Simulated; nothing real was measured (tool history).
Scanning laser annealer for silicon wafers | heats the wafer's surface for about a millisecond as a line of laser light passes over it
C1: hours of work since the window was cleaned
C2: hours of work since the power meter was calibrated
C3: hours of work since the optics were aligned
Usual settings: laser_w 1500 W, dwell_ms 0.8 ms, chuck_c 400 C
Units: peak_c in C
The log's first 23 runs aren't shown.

run 24 hour=553.3 | laser_w=1523 dwell_ms=0.919 chuck_c=375 | C1=309 C2=735 C3=1183 | peak_c=1266
-- hour=564.1 window over the wafer cleaned
run 25 hour=582.5 | laser_w=1629 dwell_ms=0.679 chuck_c=372 | C1=10 C2=750 C3=1198 | peak_c=1182
run 26 hour=607.5 | laser_w=1406 dwell_ms=0.826 chuck_c=414 | C1=24 C2=764 C3=1212 | peak_c=1176
run 27 hour=622.2 | laser_w=1426 dwell_ms=0.8 chuck_c=435 | C1=32 C2=772 C3=1220 | peak_c=1197
run 28 hour=638.6 | laser_w=1648 dwell_ms=0.8 chuck_c=372 | C1=42 C2=781 C3=1229 | peak_c=1273
run 29 hour=659 | laser_w=1327 dwell_ms=0.951 chuck_c=400 | C1=53 C2=793 C3=1240 | peak_c=1176
run 30 hour=683.6 | laser_w=1327 dwell_ms=0.951 chuck_c=400 | C1=67 C2=807 C3=1254 | peak_c=1175
run 31 hour=708.4 | laser_w=1327 dwell_ms=0.951 chuck_c=400 | C1=81 C2=820 C3=1268 | peak_c=1176
run 32 hour=723.3 | laser_w=1327 dwell_ms=0.951 chuck_c=400 | C1=89 C2=829 C3=1276 | peak_c=1172

The next listed run, before its measurement:
run 33 hour=742.9 | laser_w=1620 dwell_ms=0.745 chuck_c=432 | C1=100 C2=840 C3=1287 | peak_c=?

{"run 33": {"peak_c": 1280}}
Without the tool's hidden state the same run would have given peak_c 1281 C.

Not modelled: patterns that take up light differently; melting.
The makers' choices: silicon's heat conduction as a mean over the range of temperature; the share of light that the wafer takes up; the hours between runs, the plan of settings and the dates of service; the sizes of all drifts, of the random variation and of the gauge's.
